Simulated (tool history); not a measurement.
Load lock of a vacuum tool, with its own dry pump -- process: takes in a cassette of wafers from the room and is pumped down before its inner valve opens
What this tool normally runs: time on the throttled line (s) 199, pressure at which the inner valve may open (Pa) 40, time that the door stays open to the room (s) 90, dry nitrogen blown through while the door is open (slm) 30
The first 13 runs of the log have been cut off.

run,hour,time on the throttled line (s),pressure at which the inner valve may open (Pa),time that the door stays open to the room (s),dry nitrogen blown through while the door is open (slm),"incoming humidity of the room's air, %",time from the closed door until the inner valve may open (s),rise of the pressure with all valves shut (Pa/min)
14,1274.4,199,40,190,30,44.6,265.9,0.096
15,1423.9,199,40,190,23,46.4,267.4,0.11
16,1530,199,40,90,30,47.1,266,0.087
17,1671.4,199,40,90,30,46.6,264.5,0.093
18,1818.9,176,40,90,30,41.5,247.5,0.085
19,1923.9,176,40,90,30,43.6,249.3,0.084
20,2038.4,176,40,90,37,39.7,248.4,0.088
21,2120.1,104,40,90,13,46.3,186.3,0.101
22,2263.9,104,40,34,9,49.7,188.2,0.08
23,2416.3,104,40,34,9,44.3,187.5,0.078
24,2487.6,104,40,34,9,47.1,187,0.08
25,2628.3,104,40,34,9,46.1,187.3,0.084
26,2746.6,104,40,34,9,46.2,186,0.084
27,2852.5,199,36,118,30,46.1,269.7,0.102
28,2937.1,199,36,118,30,44.5,270.8,0.099
29,3095.2,199,36,118,30,44,270.5,0.104
30,3189.5,199,40,68,6,46.6,269,0.113
31,3311.1,199,34,68,6,49.7,271.3,0.113
32,3409.6,199,57,201,22,41.7,261.1,0.133
33,3487,309,38,46,5,45.6,366.1,0.105
34,3632.9,378,40,127,30,44.4,422.7,0.112
35,3774.7,199,40,112,30,45.1,269.8,0.111
36,3862.6,199,55,90,6,45.1,265.5,0.128
37,4021.7,199,40,46,30,48.2,270.2,0.096
38,4103.8,199,40,46,30,40.4,266.7,0.099

Forecast each of these 3 alternatives for the next run:
A,4247.5,199,35,145,8,46,?,?
B,4247.5,199,40,46,43,48.2,?,?
C,4247.5,136,79,43,30,45.6,?,?

run,time from the closed door until the inner valve may open (s),rise of the pressure with all valves shut (Pa/min)
A,272.3,0.149
B,271.3,0.096
C,207.9,0.094
With no hidden state in the tool, these same runs would have given:
run,time from the closed door until the inner valve may open (s),rise of the pressure with all valves shut (Pa/min)
A,268.7,0.073
B,267.7,0.021
C,204.3,0.018

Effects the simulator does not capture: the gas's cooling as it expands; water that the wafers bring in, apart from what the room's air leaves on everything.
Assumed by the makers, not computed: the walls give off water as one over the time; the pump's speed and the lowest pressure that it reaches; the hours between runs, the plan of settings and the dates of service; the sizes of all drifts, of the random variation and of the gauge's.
